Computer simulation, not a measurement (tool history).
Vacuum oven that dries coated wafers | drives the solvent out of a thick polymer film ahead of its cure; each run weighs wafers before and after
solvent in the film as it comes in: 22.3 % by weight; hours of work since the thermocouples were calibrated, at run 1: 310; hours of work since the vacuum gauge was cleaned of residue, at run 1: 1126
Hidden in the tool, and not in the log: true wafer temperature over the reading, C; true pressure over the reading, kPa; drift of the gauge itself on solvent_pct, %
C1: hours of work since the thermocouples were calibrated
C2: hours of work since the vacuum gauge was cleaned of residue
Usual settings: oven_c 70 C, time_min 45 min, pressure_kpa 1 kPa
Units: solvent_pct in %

{"run": 1, "hour": 0.0, "oven_c": 70, "time_min": 45, "pressure_kpa": 1, "C1": 310, "C2": 1126, "solvent_pct": 4.23}
{"run": 2, "hour": 61.8, "oven_c": 58, "time_min": 45, "pressure_kpa": 1, "C1": 336, "C2": 1153, "solvent_pct": 10.31}
{"hour": 116.5, "done": "vacuum gauge cleaned of residue and calibrated"}
{"run": 3, "hour": 151.1, "oven_c": 82, "time_min": 45, "pressure_kpa": 1, "C1": 374, "C2": 15, "solvent_pct": 0.61}
{"run": 4, "hour": 212.9, "oven_c": 82, "time_min": 45, "pressure_kpa": 1, "C1": 400, "C2": 41, "solvent_pct": 0.76}
{"run": 5, "hour": 316.8, "oven_c": 82, "time_min": 28, "pressure_kpa": 1, "C1": 445, "C2": 86, "solvent_pct": 1.9}
{"run": 6, "hour": 395.7, "oven_c": 82, "time_min": 28, "pressure_kpa": 1, "C1": 479, "C2": 120, "solvent_pct": 1.85}
{"run": 7, "hour": 512.3, "oven_c": 82, "time_min": 28, "pressure_kpa": 1, "C1": 529, "C2": 170, "solvent_pct": 1.89}
{"run": 8, "hour": 562.7, "oven_c": 82, "time_min": 36, "pressure_kpa": 1, "C1": 551, "C2": 191, "solvent_pct": 1.13}
{"run": 9, "hour": 679.8, "oven_c": 82, "time_min": 36, "pressure_kpa": 1, "C1": 601, "C2": 242, "solvent_pct": 1.23}
{"run": 10, "hour": 743.9, "oven_c": 69, "time_min": 45, "pressure_kpa": 0.56, "C1": 628, "C2": 269, "solvent_pct": 4.18}
{"run": 11, "hour": 866.3, "oven_c": 70, "time_min": 70, "pressure_kpa": 1.45, "C1": 681, "C2": 322, "solvent_pct": 2.4}
{"run": 12, "hour": 952.1, "oven_c": 83, "time_min": 34, "pressure_kpa": 1, "C1": 718, "C2": 358, "solvent_pct": 1.17}
{"run": 13, "hour": 1073.9, "oven_c": 56, "time_min": 37, "pressure_kpa": 0.87, "C1": 770, "C2": 411, "solvent_pct": 12.41}

Measured less the same run without the tool's hidden state. The same run-to-run variation is in both; the gauge's scatter may not be:
run=1 solvent_pct=+0.17
run=2 solvent_pct=+0.2
run=3 solvent_pct=+0
run=4 solvent_pct=+0.02
run=5 solvent_pct=+0.04
run=6 solvent_pct=+0.05
run=7 solvent_pct=+0.07
run=8 solvent_pct=+0.06
run=9 solvent_pct=+0.07
run=10 solvent_pct=+0.17
run=11 solvent_pct=+0.15
run=12 solvent_pct=+0.1
run=13 solvent_pct=+0.25
